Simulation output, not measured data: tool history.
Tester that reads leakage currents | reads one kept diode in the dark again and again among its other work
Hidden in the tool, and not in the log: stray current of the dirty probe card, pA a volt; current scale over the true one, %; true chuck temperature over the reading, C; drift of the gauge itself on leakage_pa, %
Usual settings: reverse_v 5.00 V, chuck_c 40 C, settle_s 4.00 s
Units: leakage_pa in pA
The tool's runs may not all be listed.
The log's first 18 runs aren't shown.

| run | hour | reverse_v | chuck_c | settle_s | hours of work since the probe card was cleaned | hours of work since the tester was calibrated | hours of work since the chuck was calibrated | leakage_pa |
|---|---|---|---|---|---|---|---|---|
| 19 | 2490.5 | 5.00 | 39 | 4.00 | 1550 | 2102 | 86 | 294.11 |
|  | 2571.1 | probe card cleaned and baked |
| 20 | 2588.9 | 2.36 | 39 | 1.76 | 13 | 2172 | 156 | 188.52 |
| 21 | 2754.8 | 2.36 | 39 | 1.76 | 135 | 2294 | 278 | 188.43 |
| 22 | 2933.1 | 1.30 | 50 | 0.33 | 266 | 2425 | 409 | 321.04 |
| 23 | 3031.0 | 1.30 | 50 | 0.33 | 338 | 2497 | 481 | 319.95 |
| 24 | 3131.9 | 5.49 | 60 | 0.66 | 412 | 2572 | 555 | 1502.03 |
| 25 | 3224.3 | 1.17 | 60 | 0.66 | 480 | 2640 | 623 | 629.08 |
| 26 | 3378.0 | 1.17 | 60 | 0.66 | 593 | 2753 | 736 | 625.48 |
|  | 3515.0 | chuck's temperature calibrated |
| 27 | 3551.5 | 2.83 | 36 | 9.01 | 719 | 2879 | 27 | 167.33 |
| 28 | 3684.0 | 2.83 | 46 | 9.01 | 817 | 2976 | 124 | 371.45 |
| 29 | 3768.4 | 2.65 | 25 | 4.00 | 879 | 3038 | 186 | 60.88 |
| 30 | 3893.6 | 4.36 | 30 | 0.76 | 971 | 3130 | 278 | 124.96 |
| 31 | 4081.0 | 4.36 | 30 | 0.76 | 1109 | 3268 | 416 | 124.54 |
| 32 | 4190.7 | 1.12 | 32 | 2.91 | 1190 | 3349 | 497 | 68.10 |
| 33 | 4305.6 | 1.12 | 32 | 2.91 | 1274 | 3433 | 581 | 67.36 |
| 34 | 4476.9 | 1.12 | 32 | 2.91 | 1400 | 3559 | 707 | 66.68 |
| 35 | 4615.8 | 1.12 | 32 | 0.43 | 1502 | 3661 | 809 | 66.54 |
|  | 4643.1 | chuck's temperature calibrated |
|  | 4764.1 | probe card cleaned and baked |
| 36 | 4807.6 | 1.12 | 53 | 0.43 | 32 | 3799 | 119 | 377.17 |
| 37 | 4918.7 | 11.14 | 22 | 0.43 | 114 | 3880 | 200 | 104.99 |

4 ways to go on from here, each from the tool as it stands after run 37. What would each give?
| A | 5026.1 | 13.36 | 51 | 5.22 | 193 | 3959 | 279 | ? |
| B | 5026.1 | 16.24 | 21 | 0.33 | 193 | 3959 | 279 | ? |
| C | 5026.1 | 3.48 | 22 | 5.74 | 193 | 3959 | 279 | ? |
| D | 5026.1 | 1.35 | 42 | 0.43 | 193 | 3959 | 279 | ? |

| run | leakage_pa |
|---|---|
| A | 1294.67 |
| B | 121.35 |
| C | 52.97 |
| D | 176.87 |
Without the tool's hidden state the same runs would have given:
| run | leakage_pa |
|---|---|
| A | 1334.85 |
| B | 123.97 |
| C | 54.45 |
| D | 182.49 |

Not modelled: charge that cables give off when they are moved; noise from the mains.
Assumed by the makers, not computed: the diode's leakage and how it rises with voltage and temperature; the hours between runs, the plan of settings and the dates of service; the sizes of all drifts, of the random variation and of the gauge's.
